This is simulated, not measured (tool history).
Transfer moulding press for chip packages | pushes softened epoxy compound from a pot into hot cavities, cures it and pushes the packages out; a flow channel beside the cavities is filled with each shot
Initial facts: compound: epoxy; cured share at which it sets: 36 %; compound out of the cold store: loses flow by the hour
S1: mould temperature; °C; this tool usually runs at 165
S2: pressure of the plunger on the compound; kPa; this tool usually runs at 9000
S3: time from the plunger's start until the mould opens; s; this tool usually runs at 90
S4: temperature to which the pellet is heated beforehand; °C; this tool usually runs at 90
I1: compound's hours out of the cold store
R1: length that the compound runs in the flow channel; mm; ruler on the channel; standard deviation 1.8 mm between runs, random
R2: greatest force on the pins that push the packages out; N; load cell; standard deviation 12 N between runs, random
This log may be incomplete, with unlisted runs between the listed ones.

| run | hour | S1 | S2 | S3 | S4 | I1 | R1 | R2 |
|---|---|---|---|---|---|---|---|---|
| 1 | 0 | 165 | 9000 | 90 | 90 | 15 | 776 | 546 |
|  | 20.9 | plunger's sealing rings changed |
| 2 | 22.7 | 165 | 9000 | 90 | 90 | 37.7 | 717 | 670 |
| 3 | 43.5 | 165 | 9000 | 90 | 90 | 34.7 | 724 | 759 |
|  | 60.6 | cavities cleaned with cleaning compound and waxed |
| 4 | 65.3 | 165 | 9000 | 90 | 90 | 14.7 | 790 | 561 |
|  | 86.4 | mould's thermocouples calibrated |
| 5 | 89.2 | 165 | 8110 | 90 | 90 | 31.7 | 691 | 675 |
| 6 | 106.3 | 165 | 9000 | 90 | 95 | 36.4 | 708 | 754 |
| 7 | 117.9 | 165 | 9000 | 90 | 95 | 24.2 | 746 | 791 |
|  | 121.2 | cavities cleaned with cleaning compound and waxed |
| 8 | 133.2 | 165 | 9000 | 90 | 95 | 24.7 | 748 | 612 |
| 9 | 146.2 | 165 | 9000 | 90 | 95 | 16.9 | 771 | 707 |
| 10 | 161.7 | 165 | 9000 | 90 | 95 | 40.9 | 690 | 747 |
|  | 179.1 | cavities cleaned with cleaning compound and waxed |
| 11 | 183.3 | 165 | 9000 | 117 | 90 | 24.8 | 740 | 472 |
| 12 | 202.8 | 165 | 9000 | 117 | 90 | 40.6 | 686 | 568 |
| 13 | 225.7 | 165 | 9000 | 88 | 90 | 14.6 | 770 | 792 |
|  | 229.8 | plunger's sealing rings changed |
|  | 239.6 | cavities cleaned with cleaning compound and waxed |
| 14 | 245.2 | 165 | 8540 | 90 | 90 | 33.5 | 711 | 569 |
| 15 | 268.9 | 165 | 8540 | 90 | 90 | 23.5 | 738 | 742 |
| 16 | 282 | 165 | 8540 | 90 | 90 | 19.6 | 748 | 795 |
|  | 296.6 | cavities cleaned with cleaning compound and waxed |
| 17 | 303.3 | 165 | 7170 | 98 | 80 | 45.1 | 612 | 527 |
| 18 | 315.9 | 165 | 7170 | 98 | 80 | 23.9 | 674 | 622 |
| 19 | 339.4 | 165 | 7170 | 98 | 80 | 39.5 | 626 | 701 |
| 20 | 349.3 | 165 | 7170 | 98 | 99 | 13.8 | 696 | 726 |
|  | 354.5 | cavities cleaned with cleaning compound and waxed |
| 21 | 370.2 | 167 | 7410 | 90 | 90 | 30.8 | 650 | 582 |
| 22 | 388.1 | 165 | 8760 | 130 | 90 | 35.6 | 693 | 616 |
| 23 | 398.4 | 165 | 9000 | 122 | 86 | 36.7 | 702 | 633 |
|  | 412 | cavities cleaned with cleaning compound and waxed |
| 24 | 422.2 | 162 | 9230 | 129 | 99 | 31.9 | 732 | 502 |
|  | 437.2 | plunger's sealing rings changed |
| 25 | 438.5 | 162 | 9230 | 129 | 99 | 10.5 | 835 | 596 |
| 26 | 452.5 | 158 | 9840 | 90 | 99 | 45.9 | 752 | 1126 |
|  | 473.2 | cavities cleaned with cleaning compound and waxed |
| 27 | 476.4 | 165 | 8410 | 90 | 90 | 45.7 | 668 | 546 |

Each row is a separate what-if for the run after 27, all from the same tool condition, not one after another. Results?
| A | 493.5 | 165 | 8710 | 95 | 85 | 20.5 | ? | ? |
| B | 493.5 | 165 | 9000 | 90 | 96 | 38.6 | ? | ? |
| C | 493.5 | 170 | 8410 | 94 | 96 | 14.1 | ? | ? |

| run | R1 | R2 |
|---|---|---|
| A | 762 | 634 |
| B | 708 | 655 |
| C | 745 | 552 |
With no hidden state in the tool, these same runs would have given:
| run | R1 | R2 |
|---|---|---|
| A | 770 | 500 |
| B | 715 | 517 |
| C | 752 | 437 |
